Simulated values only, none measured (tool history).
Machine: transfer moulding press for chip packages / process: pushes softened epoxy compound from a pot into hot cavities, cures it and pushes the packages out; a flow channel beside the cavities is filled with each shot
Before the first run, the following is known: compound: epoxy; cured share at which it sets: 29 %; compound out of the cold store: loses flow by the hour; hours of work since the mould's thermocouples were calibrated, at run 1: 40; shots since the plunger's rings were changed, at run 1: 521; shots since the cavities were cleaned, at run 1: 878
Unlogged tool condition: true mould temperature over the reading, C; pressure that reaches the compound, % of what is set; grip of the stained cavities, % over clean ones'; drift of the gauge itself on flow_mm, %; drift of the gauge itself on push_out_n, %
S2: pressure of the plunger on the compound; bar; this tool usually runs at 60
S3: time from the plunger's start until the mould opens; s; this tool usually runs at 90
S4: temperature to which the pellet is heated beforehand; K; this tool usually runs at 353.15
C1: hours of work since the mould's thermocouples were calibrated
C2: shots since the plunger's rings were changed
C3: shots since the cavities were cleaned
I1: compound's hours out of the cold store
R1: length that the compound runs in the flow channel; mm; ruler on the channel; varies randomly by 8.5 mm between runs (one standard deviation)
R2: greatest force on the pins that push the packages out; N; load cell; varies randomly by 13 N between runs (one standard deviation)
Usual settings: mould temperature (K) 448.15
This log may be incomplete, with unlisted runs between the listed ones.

run 1 hour=0 | mould_temperature_(K)=448.15 S2=60 S3=90 S4=353.15 | C1=40 C2=521 C3=878 | I1=19.8 | R1=956 R2=1003
run 2 hour=12.6 | mould_temperature_(K)=448.15 S2=60 S3=90 S4=353.15 | C1=47 C2=662 C3=1019 | I1=45.5 | R1=863 R2=1013
-- hour=28.3 cavities cleaned with cleaning compound and waxed
run 3 hour=29.9 | mould_temperature_(K)=448.15 S2=60 S3=90 S4=353.15 | C1=55 C2=838 C3=19 | I1=44.6 | R1=851 R2=1248
run 4 hour=43.9 | mould_temperature_(K)=448.15 S2=60 S3=90 S4=353.15 | C1=62 C2=994 C3=175 | I1=37 | R1=885 R2=1320
run 5 hour=53.9 | mould_temperature_(K)=448.15 S2=60 S3=90 S4=353.15 | C1=67 C2=1105 C3=286 | I1=38.3 | R1=862 R2=1280
run 6 hour=70.3 | mould_temperature_(K)=448.15 S2=60 S3=90 S4=353.15 | C1=76 C2=1288 C3=469 | I1=13.6 | R1=948 R2=1292
run 7 hour=77.2 | mould_temperature_(K)=448.15 S2=60 S3=90 S4=353.15 | C1=79 C2=1365 C3=546 | I1=16.5 | R1=929 R2=1292
run 8 hour=90.9 | mould_temperature_(K)=448.15 S2=60 S3=90 S4=353.15 | C1=86 C2=1518 C3=699 | I1=22.7 | R1=918 R2=1288
run 9 hour=99.1 | mould_temperature_(K)=448.15 S2=60 S3=90 S4=353.15 | C1=90 C2=1609 C3=790 | I1=10.1 | R1=957 R2=1296
run 10 hour=115.5 | mould_temperature_(K)=448.15 S2=60 S3=90 S4=353.15 | C1=99 C2=1792 C3=973 | I1=47.8 | R1=820 R2=1209
run 11 hour=122.9 | mould_temperature_(K)=448.15 S2=60 S3=77 S4=353.15 | C1=102 C2=1874 C3=1055 | I1=38.1 | R1=863 R2=1808
-- hour=126.4 cavities cleaned with cleaning compound and waxed, once more
run 12 hour=134.5 | mould_temperature_(K)=449.15 S2=60 S3=88 S4=353.15 | C1=108 C2=1987 C3=90 | I1=26.6 | R1=891 R2=653
run 13 hour=150.8 | mould_temperature_(K)=449.15 S2=60 S3=88 S4=353.15 | C1=116 C2=2169 C3=272 | I1=30.7 | R1=870 R2=783
run 14 hour=161.5 | mould_temperature_(K)=448.15 S2=45.6 S3=104 S4=353.15 | C1=121 C2=2288 C3=391 | I1=11.3 | R1=831 R2=694
run 15 hour=176 | mould_temperature_(K)=448.15 S2=66 S3=104 S4=362.15 | C1=129 C2=2449 C3=552 | I1=8.8 | R1=1008 R2=777
run 16 hour=188.6 | mould_temperature_(K)=447.15 S2=67 S3=73 S4=359.15 | C1=135 C2=2590 C3=693 | I1=32.2 | R1=914 R2=1703
run 17 hour=203.1 | mould_temperature_(K)=447.15 S2=67 S3=73 S4=359.15 | C1=143 C2=2752 C3=855 | I1=9.9 | R1=994 R2=1926
run 18 hour=214.9 | mould_temperature_(K)=447.15 S2=45.7 S3=73 S4=359.15 | C1=149 C2=2883 C3=986 | I1=22.7 | R1=774 R2=1918
run 19 hour=223.7 | mould_temperature_(K)=447.15 S2=45.7 S3=73 S4=359.15 | C1=153 C2=2981 C3=1084 | I1=33.5 | R1=755 R2=1899
-- hour=232.5 cavities cleaned with cleaning compound and waxed
run 20 hour=240.3 | mould_temperature_(K)=441.15 S2=55.5 S3=71 S4=344.15 | C1=161 C2=3150 C3=87 | I1=11.3 | R1=901 R2=2014
run 21 hour=253.3 | mould_temperature_(K)=441.15 S2=55.5 S3=71 S4=344.15 | C1=168 C2=3294 C3=231 | I1=29.8 | R1=855 R2=2275

Alternative continuations, all from the tool just after run 21; predict every row:
run A hour=264.2 | mould_temperature_(K)=448.15 S2=45.9 S3=90 S4=353.15 | C1=173 C2=3416 C3=353 | I1=46 | R1=? R2=?
run B hour=264.2 | mould_temperature_(K)=449.15 S2=63.5 S3=71 S4=350.15 | C1=173 C2=3416 C3=353 | I1=12.1 | R1=? R2=?
run C hour=264.2 | mould_temperature_(K)=441.15 S2=63.8 S3=71 S4=343.15 | C1=173 C2=3416 C3=353 | I1=30.3 | R1=? R2=?
run D hour=264.2 | mould_temperature_(K)=451.15 S2=66 S3=90 S4=353.15 | C1=173 C2=3416 C3=353 | I1=32.1 | R1=? R2=?

run=A R1=704 R2=814
run=B R1=941 R2=1496
run=C R1=908 R2=2480
run=D R1=878 R2=695
The same runs, with their run-to-run variation unchanged, on a tool lacking any hidden condition would have given:
run=A R1=754 R2=572
run=B R1=1008 R2=1050
run=C R1=973 R2=1743
run=D R1=941 R2=488

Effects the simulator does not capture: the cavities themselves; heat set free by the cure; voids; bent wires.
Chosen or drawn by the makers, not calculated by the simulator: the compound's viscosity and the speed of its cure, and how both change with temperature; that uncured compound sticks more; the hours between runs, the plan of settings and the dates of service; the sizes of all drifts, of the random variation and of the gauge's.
